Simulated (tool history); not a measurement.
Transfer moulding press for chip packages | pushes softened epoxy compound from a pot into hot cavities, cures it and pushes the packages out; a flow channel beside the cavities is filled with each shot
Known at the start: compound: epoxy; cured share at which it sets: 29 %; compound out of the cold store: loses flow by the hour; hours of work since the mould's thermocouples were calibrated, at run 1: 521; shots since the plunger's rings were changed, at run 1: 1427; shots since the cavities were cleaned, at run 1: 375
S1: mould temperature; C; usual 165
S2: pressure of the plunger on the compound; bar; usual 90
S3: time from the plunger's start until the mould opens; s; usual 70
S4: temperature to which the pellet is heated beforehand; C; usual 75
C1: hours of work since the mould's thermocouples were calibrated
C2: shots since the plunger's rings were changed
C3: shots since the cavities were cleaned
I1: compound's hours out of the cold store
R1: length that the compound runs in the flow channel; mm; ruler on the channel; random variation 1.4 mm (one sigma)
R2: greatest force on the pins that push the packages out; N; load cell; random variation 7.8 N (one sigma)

{"run": 1, "hour": 0.0, "S1": 165, "S2": 90, "S3": 70, "S4": 75, "C1": 521, "C2": 1427, "C3": 375, "I1": 46.0, "R1": 487, "R2": 512}
{"hour": 6.2, "done": "cavities cleaned with cleaning compound and waxed"}
{"run": 2, "hour": 23.1, "S1": 165, "S2": 90, "S3": 70, "S4": 75, "C1": 531, "C2": 1684, "C3": 202, "I1": 26.8, "R1": 523, "R2": 437}
{"hour": 45.2, "done": "cavities cleaned with cleaning compound and waxed"}
{"run": 3, "hour": 45.2, "S1": 165, "S2": 90, "S3": 70, "S4": 75, "C1": 541, "C2": 1930, "C3": 0, "I1": 41.8, "R1": 491, "R2": 313}
{"run": 4, "hour": 62.0, "S1": 165, "S2": 90, "S3": 70, "S4": 75, "C1": 549, "C2": 2130, "C3": 200, "I1": 30.6, "R1": 513, "R2": 463}
{"hour": 82.8, "done": "cavities cleaned with cleaning compound and waxed"}
{"run": 5, "hour": 84.5, "S1": 165, "S2": 90, "S3": 70, "S4": 75, "C1": 559, "C2": 2380, "C3": 20, "I1": 33.5, "R1": 506, "R2": 334}
{"run": 6, "hour": 97.8, "S1": 165, "S2": 90, "S3": 70, "S4": 75, "C1": 565, "C2": 2539, "C3": 179, "I1": 36.0, "R1": 500, "R2": 437}
{"hour": 102.4, "done": "plunger's sealing rings changed"}
{"hour": 119.4, "done": "mould's thermocouples calibrated"}
{"hour": 125.1, "done": "cavities cleaned with cleaning compound and waxed"}
{"run": 7, "hour": 127.3, "S1": 165, "S2": 90, "S3": 99, "S4": 75, "C1": 3, "C2": 255, "C3": 26, "I1": 30.3, "R1": 522, "R2": 301}
{"run": 8, "hour": 141.5, "S1": 165, "S2": 90, "S3": 70, "S4": 75, "C1": 10, "C2": 424, "C3": 195, "I1": 46.4, "R1": 488, "R2": 444}
{"hour": 163.4, "done": "cavities cleaned with cleaning compound and waxed"}
{"run": 9, "hour": 167.4, "S1": 165, "S2": 90, "S3": 70, "S4": 75, "C1": 21, "C2": 714, "C3": 47, "I1": 42.0, "R1": 496, "R2": 348}
{"run": 10, "hour": 185.5, "S1": 165, "S2": 90, "S3": 70, "S4": 75, "C1": 30, "C2": 930, "C3": 263, "I1": 26.6, "R1": 524, "R2": 456}
{"hour": 192.6, "done": "mould's thermocouples calibrated, once more"}
{"hour": 204.1, "done": "cavities cleaned with cleaning compound and waxed"}
{"run": 11, "hour": 207.4, "S1": 165, "S2": 90, "S3": 70, "S4": 75, "C1": 6, "C2": 1150, "C3": 40, "I1": 13.6, "R1": 551, "R2": 380}
{"run": 12, "hour": 223.5, "S1": 165, "S2": 90, "S3": 70, "S4": 75, "C1": 14, "C2": 1342, "C3": 232, "I1": 9.6, "R1": 562, "R2": 477}
{"hour": 241.4, "done": "cavities cleaned with cleaning compound and waxed"}
{"run": 13, "hour": 248.9, "S1": 165, "S2": 90, "S3": 70, "S4": 75, "C1": 25, "C2": 1627, "C3": 89, "I1": 12.1, "R1": 555, "R2": 416}
{"hour": 279.8, "done": "cavities cleaned with cleaning compound and waxed"}
{"run": 14, "hour": 279.8, "S1": 165, "S2": 90, "S3": 70, "S4": 75, "C1": 39, "C2": 1977, "C3": 0, "I1": 14.7, "R1": 547, "R2": 327}
{"run": 15, "hour": 306.6, "S1": 166, "S2": 90, "S3": 100, "S4": 68, "C1": 52, "C2": 2296, "C3": 319, "I1": 33.8, "R1": 502, "R2": 424}
{"hour": 318.8, "done": "cavities cleaned with cleaning compound and waxed"}
{"run": 16, "hour": 324.1, "S1": 166, "S2": 90, "S3": 100, "S4": 68, "C1": 59, "C2": 2488, "C3": 64, "I1": 10.3, "R1": 550, "R2": 317}

Run 17 comes next. What will it give?
{"hour": 332.9, "done": "plunger's sealing rings changed"}
{"run": 17, "hour": 347.9, "S1": 163, "S2": 90, "S3": 65, "S4": 75, "C1": 69, "C2": 179, "C3": 317, "I1": 26.6, "R1": "?", "R2": "?"}

Run 17 gave R1 537 mm, R2 647 N.
Without the tool's hidden state the same run would have given R1 542 mm, R2 427 N.
